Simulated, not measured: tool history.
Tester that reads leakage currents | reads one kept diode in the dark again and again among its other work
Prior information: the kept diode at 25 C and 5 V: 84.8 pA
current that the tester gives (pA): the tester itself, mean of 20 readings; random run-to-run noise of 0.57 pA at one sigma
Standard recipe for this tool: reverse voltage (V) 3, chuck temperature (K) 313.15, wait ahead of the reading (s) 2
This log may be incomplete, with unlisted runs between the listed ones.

run,day,reverse voltage (V),chuck temperature (K),wait ahead of the reading (s),current that the tester gives (pA)
1,0,3,313.15,2,200.81
2,6.592,2.21,313.15,2,168.25
3,14.671,2.21,313.15,2,168.31
4,22.133,3,313.15,0.95,203.02
5,26.517,3,313.15,0.95,202.55
6,35.021,3,313.15,2,202.73
7,38.504,3,313.15,2,202.88
8,43.008,3,313.15,2,202.02
9,47.129,3,313.15,2,203.8
10,50.658,3,313.15,2,202.84
11,56.683,3,313.15,2,203.95
12,64.604,3,313.15,2,204.11
13,70.567,3,313.15,8.42,204.28
14,77.275,2.38,313.15,2,178.87
15,81.321,2.38,313.15,4.54,178.29
16,85.108,2.38,313.15,4.54,178.52
17,92.171,3,313.15,8.18,206.45
18,95.721,3,313.15,8.18,206.48
19,101.146,3,313.15,8.18,205.66
20,109.162,1.13,313.15,8.18,115.51
21,117.442,1.13,313.15,8.18,116.25
# day 118.054: chuck's temperature calibrated
# day 122.338: probe card cleaned and baked
22,122.475,1.19,308.15,0.97,78.45
23,129.362,9.49,308.15,9.97,260.29
24,137.367,12.38,298.15,2.27,146.64
25,141.921,1.95,313.15,2,149.32
26,147.838,8.53,324.15,3.88,741.2
27,155.479,3,314.15,2,206.83
28,163.567,3,313.15,8.62,193.3
29,171.058,3,311.15,2,167.58
# day 172.608: tester calibrated
30,178.154,3,318.15,1.92,271.21
31,181.754,3,317.15,3.3,254.09
32,187.371,4.18,306.15,0.51,145.5
33,191.729,4.18,312.15,0.51,222.26
34,200.108,7.04,313.15,2,320.58
35,206.671,3.07,313.15,2,197.75
36,211.308,3.07,313.15,2,198.42
37,219.058,19.84,313.15,0.38,603.12
38,222.888,5.16,307.15,9.8,176.08
39,230.733,5.16,307.15,9.8,176.76

4 options for the next run, each taken on its own from the tool as it stands now. Forecast them:
A,237.279,4.94,331.15,1.42,?
B,237.279,2.03,308.15,0.6,?
C,237.279,3,300.15,2,?
D,237.279,3,319.15,2,?

run,current that the tester gives (pA)
A,852.42
B,110.63
C,78.11
D,294.84
Stripped of hidden state, with their random variation kept, the same runs would have yielded:
run,current that the tester gives (pA)
A,832.76
B,106.73
C,74.07
D,286.66
